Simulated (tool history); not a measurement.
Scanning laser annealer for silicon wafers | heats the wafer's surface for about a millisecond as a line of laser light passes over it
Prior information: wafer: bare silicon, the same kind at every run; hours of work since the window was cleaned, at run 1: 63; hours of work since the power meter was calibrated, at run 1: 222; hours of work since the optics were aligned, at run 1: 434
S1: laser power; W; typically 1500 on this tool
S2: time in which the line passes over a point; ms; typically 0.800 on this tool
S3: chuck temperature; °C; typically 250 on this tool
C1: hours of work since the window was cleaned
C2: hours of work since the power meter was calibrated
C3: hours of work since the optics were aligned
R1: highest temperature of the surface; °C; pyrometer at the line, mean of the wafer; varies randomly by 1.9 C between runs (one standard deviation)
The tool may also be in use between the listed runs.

Run 1, day 0.000: usual settings; C1 63; C2 222; C3 434. Result: R1 1076 °C.
Run 2, day 0.308: usual settings; C1 68; C2 227; C3 440. Result: R1 1077 °C.
Run 3, day 0.646: usual settings; C1 74; C2 233; C3 445. Result: R1 1075 °C.
Run 4, day 0.946: usual settings; C1 79; C2 238; C3 451. Result: R1 1072 °C.
Run 5, day 1.162: usual settings; C1 82; C2 242; C3 454. Result: R1 1069 °C.
Run 6, day 1.517: usual settings but S1 1647 W; C1 89; C2 248; C3 460. Result: R1 1151 °C.
Run 7, day 1.883: usual settings but S1 1647 W; C1 95; C2 254; C3 466. Result: R1 1148 °C.
Run 8, day 2.208: usual settings but S1 1647 W; C1 100; C2 260; C3 472. Result: R1 1146 °C.
Run 9, day 2.533: usual settings but S1 1647 W, S3 268 °C; C1 106; C2 265; C3 478. Result: R1 1169 °C.
Run 10, day 2.921: usual settings but S1 1545 W; C1 112; C2 272; C3 484. Result: R1 1094 °C.
Run 11, day 3.254: usual settings but S1 1545 W; C1 118; C2 278; C3 490. Result: R1 1094 °C.
Run 12, day 3.417: usual settings but S3 260 °C; C1 121; C2 280; C3 493. Result: R1 1079 °C.
Run 13, day 3.604: usual settings; C1 124; C2 284; C3 496. Result: R1 1066 °C.
Run 14, day 3.821: usual settings; C1 128; C2 287; C3 499. Result: R1 1069 °C.
Run 15, day 4.046: usual settings; C1 132; C2 291; C3 503. Result: R1 1070 °C.
Run 16, day 4.300: usual settings; C1 136; C2 295; C3 508. Result: R1 1067 °C.
Run 17, day 4.604: usual settings; C1 141; C2 301; C3 513. Result: R1 1063 °C.
Run 18, day 4.921: usual settings but S1 1484 W; C1 146; C2 306; C3 518. Result: R1 1059 °C.
Run 19, day 5.212: usual settings; C1 151; C2 311; C3 523. Result: R1 1064 °C.
Run 20, day 5.375: usual settings; C1 154; C2 314; C3 526. Result: R1 1065 °C.
Run 21, day 5.662: usual settings but S3 231 °C; C1 159; C2 319; C3 531. Result: R1 1043 °C.
Run 22, day 5.942: usual settings but S1 1329 W, S3 282 °C; C1 164; C2 323; C3 536. Result: R1 1005 °C.
Run 23, day 6.121: usual settings but S1 1403 W, S2 0.769 ms, S3 239 °C; C1 167; C2 326; C3 539. Result: R1 987 °C.
Run 24, day 6.350: usual settings but S1 1275 W, S2 0.769 ms, S3 239 °C; C1 171; C2 330; C3 543. Result: R1 925 °C.
Run 25, day 6.642: usual settings but S1 1275 W, S2 0.769 ms, S3 239 °C; C1 176; C2 335; C3 548. Result: R1 924 °C.
At day 6.788: laser's power meter calibrated.
Run 26, day 7.004: usual settings but S1 1275 W, S2 0.769 ms, S3 239 °C; C1 180; C2 4; C3 552. Result: R1 922 °C.
Run 27, day 7.254: usual settings but S1 1474 W; C1 184; C2 8; C3 556. Result: R1 1045 °C.
Run 28, day 7.412: usual settings but S3 281 °C; C1 187; C2 11; C3 559. Result: R1 1091 °C.
Run 29, day 7.729: usual settings but S3 224 °C; C1 192; C2 16; C3 564. Result: R1 1036 °C.
Run 30, day 8.021: usual settings but S2 0.666 ms, S3 236 °C; C1 197; C2 21; C3 569. Result: R1 979 °C.
Run 31, day 8.317: usual settings but S1 1554 W, S2 0.887 ms, S3 225 °C; C1 202; C2 26; C3 574. Result: R1 1103 °C.
Run 32, day 8.542: usual settings but S1 1446 W, S3 229 °C; C1 206; C2 30; C3 578. Result: R1 1008 °C.
At day 8.712: laser's power meter calibrated, once more.
Run 33, day 8.938: usual settings but S1 1446 W, S3 229 °C; C1 211; C2 4; C3 582. Result: R1 1017 °C.
Run 34, day 9.096: usual settings but S1 1404 W, S2 0.909 ms; C1 213; C2 7; C3 585. Result: R1 1063 °C.
Run 35, day 9.362: usual settings but S1 1404 W, S2 0.821 ms; C1 218; C2 11; C3 590. Result: R1 1023 °C.
Run 36, day 9.546: usual settings but S1 1306 W; C1 221; C2 14; C3 593. Result: R1 961 °C.
Run 37, day 9.829: usual settings but S1 1459 W, S2 0.906 ms, S3 267 °C; C1 226; C2 19; C3 598. Result: R1 1106 °C.
Run 38, day 10.121: usual settings but S1 1459 W, S2 0.906 ms, S3 267 °C; C1 231; C2 24; C3 603. Result: R1 1102 °C.
Run 39, day 10.408: usual settings but S1 1400 W, S2 0.980 ms, S3 275 °C; C1 236; C2 29; C3 607. Result: R1 1108 °C.
Run 40, day 10.688: usual settings but S1 1400 W, S2 0.980 ms, S3 275 °C; C1 240; C2 34; C3 612. Result: R1 1108 °C.

Run 41 has not been measured yet. What should we expect?
Run 41, day 10.871: usual settings but S1 1286 W, S2 0.998 ms, S3 275 °C; C1 244; C2 37; C3 615. Result: R1 ?.

{"run 41": {"R1": 1047}}
With the hidden condition absent and the run-to-run variation left alone, this run would have shown R1 1073 °C.

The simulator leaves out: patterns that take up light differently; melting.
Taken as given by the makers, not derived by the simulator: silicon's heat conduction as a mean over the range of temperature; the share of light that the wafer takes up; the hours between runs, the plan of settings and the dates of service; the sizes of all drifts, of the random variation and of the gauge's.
